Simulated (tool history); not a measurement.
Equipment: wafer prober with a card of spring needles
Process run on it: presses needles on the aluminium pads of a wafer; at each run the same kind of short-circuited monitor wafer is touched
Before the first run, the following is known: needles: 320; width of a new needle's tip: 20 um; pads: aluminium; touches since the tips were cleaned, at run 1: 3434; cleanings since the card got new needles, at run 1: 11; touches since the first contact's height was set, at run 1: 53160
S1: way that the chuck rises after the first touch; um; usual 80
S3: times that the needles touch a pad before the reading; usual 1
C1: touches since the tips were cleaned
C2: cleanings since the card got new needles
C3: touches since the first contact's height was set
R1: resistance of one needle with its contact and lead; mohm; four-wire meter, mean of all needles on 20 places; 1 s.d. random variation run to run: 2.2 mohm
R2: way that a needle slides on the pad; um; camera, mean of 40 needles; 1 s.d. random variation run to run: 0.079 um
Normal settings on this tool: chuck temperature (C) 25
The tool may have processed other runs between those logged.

run 1 hour=0.0 | S1=80 chuck_temperature_(C)=25 S3=1 | C1=3434 C2=11 C3=53160 | R1=251 R2=15.18
-- hour=2.3 tips cleaned on abrasive film
-- hour=11.3 tips cleaned on abrasive film
-- hour=20.3 tips cleaned on abrasive film
-- hour=29.3 tips cleaned on abrasive film
-- hour=40.5 tips cleaned on abrasive film
-- hour=49.5 tips cleaned on abrasive film
-- hour=58.5 tips cleaned on abrasive film
-- hour=67.4 tips cleaned on abrasive film
-- hour=76.4 tips cleaned on abrasive film
-- hour=85.4 tips cleaned on abrasive film
run 2 hour=85.5 | S1=80 chuck_temperature_(C)=25 S3=1 | C1=60 C2=21 C3=91352 | R1=253 R2=15.25
-- hour=94.5 tips cleaned on abrasive film
-- hour=105.7 tips cleaned on abrasive film
-- hour=116.9 tips cleaned on abrasive film
-- hour=128.1 tips cleaned on abrasive film
run 3 hour=130.7 | S1=80 chuck_temperature_(C)=47 S3=1 | C1=1179 C2=25 C3=111590 | R1=257 R2=15.22
-- hour=137.5 tips cleaned on abrasive film
-- hour=146.5 tips cleaned on abrasive film
-- hour=157.7 tips cleaned on abrasive film
-- hour=166.7 tips cleaned on abrasive film
-- hour=177.9 tips cleaned on abrasive film
-- hour=186.9 tips cleaned on abrasive film
-- hour=195.9 tips cleaned on abrasive film
run 4 hour=202.9 | S1=80 chuck_temperature_(C)=47 S3=1 | C1=3177 C2=32 C3=143864 | R1=257 R2=15.09
-- hour=205.2 tips cleaned on abrasive film
-- hour=216.4 tips cleaned on abrasive film
-- hour=225.4 tips cleaned on abrasive film
-- hour=234.4 tips cleaned on abrasive film
-- hour=243.4 tips cleaned on abrasive film
-- hour=252.4 tips cleaned on abrasive film
run 5 hour=255.6 | S1=80 chuck_temperature_(C)=47 S3=1 | C1=1464 C2=38 C3=167408 | R1=262 R2=15.31
-- hour=262.4 tips cleaned on abrasive film
-- hour=271.4 tips cleaned on abrasive film
-- hour=282.6 tips cleaned on abrasive film
-- hour=291.5 tips cleaned on abrasive film
-- hour=300.5 tips cleaned on abrasive film
-- hour=309.5 tips cleaned on abrasive film
-- hour=318.5 tips cleaned on abrasive film
run 6 hour=324.5 | S1=80 chuck_temperature_(C)=47 S3=1 | C1=2725 C2=45 C3=198231 | R1=259 R2=15.18
-- hour=329.1 tips cleaned on abrasive film
-- hour=338.1 tips cleaned on abrasive film
-- hour=347.0 tips cleaned on abrasive film
-- hour=356.0 tips cleaned on abrasive film
-- hour=365.0 tips cleaned on abrasive film
-- hour=374.0 tips cleaned on abrasive film
-- hour=383.0 tips cleaned on abrasive film
-- hour=392.0 tips cleaned on abrasive film
-- hour=396.7 height of the first contact set anew
-- hour=401.3 tips cleaned on abrasive film
-- hour=410.2 tips cleaned on abrasive film
-- hour=419.2 tips cleaned on abrasive film
run 7 hour=420.0 | S1=80 chuck_temperature_(C)=47 S3=1 | C1=343 C2=56 C3=10379 | R1=260 R2=15.31
-- hour=429.0 tips cleaned on abrasive film
-- hour=438.0 tips cleaned on abrasive film
-- hour=447.0 tips cleaned on abrasive film
-- hour=458.2 tips cleaned on abrasive film
-- hour=467.1 tips cleaned on abrasive film
-- hour=476.1 tips cleaned on abrasive film
run 8 hour=483.1 | S1=80 chuck_temperature_(C)=47 S3=1 | C1=3170 C2=62 C3=38638 | R1=258 R2=15.22
-- hour=485.5 tips cleaned on abrasive film
-- hour=494.5 tips cleaned on abrasive film
-- hour=505.7 tips cleaned on abrasive film
-- hour=516.9 tips cleaned on abrasive film
-- hour=525.9 tips cleaned on abrasive film
-- hour=537.1 tips cleaned on abrasive film
-- hour=546.0 tips cleaned on abrasive film
-- hour=555.0 tips cleaned on abrasive film
run 9 hour=563.3 | S1=80 chuck_temperature_(C)=25 S3=2 | C1=3751 C2=70 C3=74501 | R1=250 R2=15.21
-- hour=565.7 tips cleaned on abrasive film
-- hour=574.6 tips cleaned on abrasive film
-- hour=585.8 tips cleaned on abrasive film
-- hour=594.8 tips cleaned on abrasive film
-- hour=603.8 tips cleaned on abrasive film
-- hour=612.8 tips cleaned on abrasive film
-- hour=621.8 tips cleaned on abrasive film
-- hour=630.8 tips cleaned on abrasive film
-- hour=642.0 tips cleaned on abrasive film
-- hour=651.0 tips cleaned on abrasive film
-- hour=660.0 tips cleaned on abrasive film
run 10 hour=664.0 | S1=80 chuck_temperature_(C)=80 S3=1 | C1=1834 C2=81 C3=119484 | R1=263 R2=15.26
-- hour=670.8 tips cleaned on abrasive film
-- hour=679.8 tips cleaned on abrasive film
-- hour=688.7 tips cleaned on abrasive film
-- hour=697.7 tips cleaned on abrasive film
-- hour=706.7 tips cleaned on abrasive film
run 11 hour=710.2 | S1=80 chuck_temperature_(C)=80 S3=1 | C1=1568 C2=86 C3=140118 | R1=264 R2=15.11
-- hour=717.0 tips cleaned on abrasive film
-- hour=725.9 tips cleaned on abrasive film
-- hour=734.9 tips cleaned on abrasive film
-- hour=743.9 tips cleaned on abrasive film
-- hour=752.9 tips cleaned on abrasive film
-- hour=761.9 tips cleaned on abrasive film
-- hour=770.9 tips cleaned on abrasive film
-- hour=779.9 tips cleaned on abrasive film
-- hour=788.8 tips cleaned on abrasive film
run 12 hour=795.8 | S1=80 chuck_temperature_(C)=80 S3=1 | C1=3148 C2=95 C3=178388 | R1=269 R2=15.12
-- hour=798.1 tips cleaned on abrasive film
-- hour=807.1 tips cleaned on abrasive film
-- hour=816.1 tips cleaned on abrasive film
-- hour=825.1 tips cleaned on abrasive film
-- hour=834.1 tips cleaned on abrasive film
-- hour=843.0 tips cleaned on abrasive film
-- hour=852.0 tips cleaned on abrasive film
-- hour=861.0 tips cleaned on abrasive film
-- hour=870.0 tips cleaned on abrasive film
-- hour=879.0 tips cleaned on abrasive film
run 13 hour=885.0 | S1=80 chuck_temperature_(C)=80 S3=1 | C1=2714 C2=105 C3=218228 | R1=266 R2=15.25
-- hour=889.5 tips cleaned on abrasive film
-- hour=900.7 tips cleaned on abrasive film
-- hour=909.7 tips cleaned on abrasive film
-- hour=912.3 height of the first contact set anew
-- hour=919.0 tips cleaned on abrasive film
-- hour=928.0 tips cleaned on abrasive film
-- hour=937.0 tips cleaned on abrasive film
-- hour=946.0 tips cleaned on abrasive film
-- hour=955.0 tips cleaned on abrasive film
-- hour=966.2 tips cleaned on abrasive film
run 14 hour=971.9 | S1=80 chuck_temperature_(C)=25 S3=3 | C1=2579 C2=114 C3=26664 | R1=253 R2=15.33
-- hour=976.4 tips cleaned on abrasive film
-- hour=985.4 tips cleaned on abrasive film
-- hour=994.4 tips cleaned on abrasive film
-- hour=1005.6 tips cleaned on abrasive film
-- hour=1014.6 tips cleaned on abrasive film
-- hour=1025.8 tips cleaned on abrasive film
-- hour=1034.8 tips cleaned on abrasive film
-- hour=1043.8 tips cleaned on abrasive film
-- hour=1052.7 tips cleaned on abrasive film
run 15 hour=1060.0 | S1=68 chuck_temperature_(C)=105 S3=2 | C1=3288 C2=123 C3=66077 | R1=279 R2=12.89
-- hour=1062.3 tips cleaned on abrasive film
-- hour=1073.6 tips cleaned on abrasive film
-- hour=1082.5 tips cleaned on abrasive film
-- hour=1093.7 tips cleaned on abrasive film
-- hour=1105.0 tips cleaned on abrasive film
-- hour=1113.9 tips cleaned on abrasive film
-- hour=1122.9 tips cleaned on abrasive film
run 16 hour=1123.8 | S1=80 chuck_temperature_(C)=116 S3=2 | C1=410 C2=130 C3=94586 | R1=278 R2=15.18
-- hour=1132.8 tips cleaned on abrasive film
-- hour=1141.8 tips cleaned on abrasive film
-- hour=1150.8 tips cleaned on abrasive film
-- hour=1159.8 tips cleaned on abrasive film
-- hour=1171.0 tips cleaned on abrasive film
-- hour=1180.0 tips cleaned on abrasive film
-- hour=1189.0 tips cleaned on abrasive film
-- hour=1200.2 tips cleaned on abrasive film
run 17 hour=1208.4 | S1=92 chuck_temperature_(C)=29 S3=2 | C1=3704 C2=138 C3=132410 | R1=247 R2=17.60
-- hour=1210.7 tips cleaned on abrasive film
-- hour=1219.7 tips cleaned on abrasive film
-- hour=1228.7 tips cleaned on abrasive film
-- hour=1239.9 tips cleaned on abrasive film
-- hour=1251.1 tips cleaned on abrasive film
-- hour=1260.1 tips cleaned on abrasive film
-- hour=1269.0 tips cleaned on abrasive film
-- hour=1278.0 tips cleaned on abrasive film
-- hour=1289.2 tips cleaned on abrasive film
run 18 hour=1295.0 | S1=79 chuck_temperature_(C)=40 S3=2 | C1=2617 C2=147 C3=171153 | R1=257 R2=14.93
-- hour=1299.6 tips cleaned on abrasive film
-- hour=1308.6 tips cleaned on abrasive film
-- hour=1317.5 tips cleaned on abrasive film
-- hour=1328.7 tips cleaned on abrasive film
-- hour=1340.0 tips cleaned on abrasive film
-- hour=1348.9 tips cleaned on abrasive film
-- hour=1357.9 tips cleaned on abrasive film
-- hour=1369.1 tips cleaned on abrasive film
-- hour=1378.1 tips cleaned on abrasive film
-- hour=1387.1 tips cleaned on abrasive film
-- hour=1396.1 tips cleaned on abrasive film
run 19 hour=1396.6 | S1=80 chuck_temperature_(C)=26 S3=2 | C1=226 C2=158 C3=216536 | R1=249 R2=15.21
-- hour=1405.6 tips cleaned on abrasive film
-- hour=1416.8 tips cleaned on abrasive film
-- hour=1425.8 tips cleaned on abrasive film
-- hour=1426.1 height of the first contact set anew
-- hour=1437.3 tips cleaned on abrasive film
-- hour=1446.3 tips cleaned on abrasive film
-- hour=1455.2 tips cleaned on abrasive film
-- hour=1464.2 tips cleaned on abrasive film
run 20 hour=1465.6 | S1=80 chuck_temperature_(C)=29 S3=1 | C1=609 C2=165 C3=17668 | R1=252 R2=15.29

Predict each of these 5 candidate next runs independently; none follows another, all start after run 20:
-- hour=1474.6 tips cleaned on abrasive film
-- hour=1483.5 tips cleaned on abrasive film
-- hour=1492.5 tips cleaned on abrasive film
-- hour=1501.5 tips cleaned on abrasive film
run A hour=1510.0 | S1=98 chuck_temperature_(C)=25 S3=1 | C1=3826 C2=169 C3=37550 | R1=? R2=?
-- hour=1474.6 tips cleaned on abrasive film
-- hour=1483.5 tips cleaned on abrasive film
-- hour=1492.5 tips cleaned on abrasive film
-- hour=1501.5 tips cleaned on abrasive film
run B hour=1510.0 | S1=80 chuck_temperature_(C)=46 S3=2 | C1=3826 C2=169 C3=37550 | R1=? R2=?
-- hour=1474.6 tips cleaned on abrasive film
-- hour=1483.5 tips cleaned on abrasive film
-- hour=1492.5 tips cleaned on abrasive film
-- hour=1501.5 tips cleaned on abrasive film
run C hour=1510.0 | S1=69 chuck_temperature_(C)=25 S3=1 | C1=3826 C2=169 C3=37550 | R1=? R2=?
-- hour=1474.6 tips cleaned on abrasive film
-- hour=1483.5 tips cleaned on abrasive film
-- hour=1492.5 tips cleaned on abrasive film
-- hour=1501.5 tips cleaned on abrasive film
run D hour=1510.0 | S1=72 chuck_temperature_(C)=37 S3=3 | C1=3826 C2=169 C3=37550 | R1=? R2=?
-- hour=1474.6 tips cleaned on abrasive film
-- hour=1483.5 tips cleaned on abrasive film
-- hour=1492.5 tips cleaned on abrasive film
-- hour=1501.5 tips cleaned on abrasive film
run E hour=1510.0 | S1=79 chuck_temperature_(C)=34 S3=1 | C1=3826 C2=169 C3=37550 | R1=? R2=?

run=A R1=251 R2=18.60
run=B R1=259 R2=15.11
run=C R1=255 R2=13.12
run=D R1=257 R2=13.65
run=E R1=254 R2=15.11
Had the tool no hidden state, the same runs would have come out as:
run=A R1=251 R2=18.60
run=B R1=259 R2=15.11
run=C R1=255 R2=13.12
run=D R1=257 R2=13.65
run=E R1=254 R2=15.11

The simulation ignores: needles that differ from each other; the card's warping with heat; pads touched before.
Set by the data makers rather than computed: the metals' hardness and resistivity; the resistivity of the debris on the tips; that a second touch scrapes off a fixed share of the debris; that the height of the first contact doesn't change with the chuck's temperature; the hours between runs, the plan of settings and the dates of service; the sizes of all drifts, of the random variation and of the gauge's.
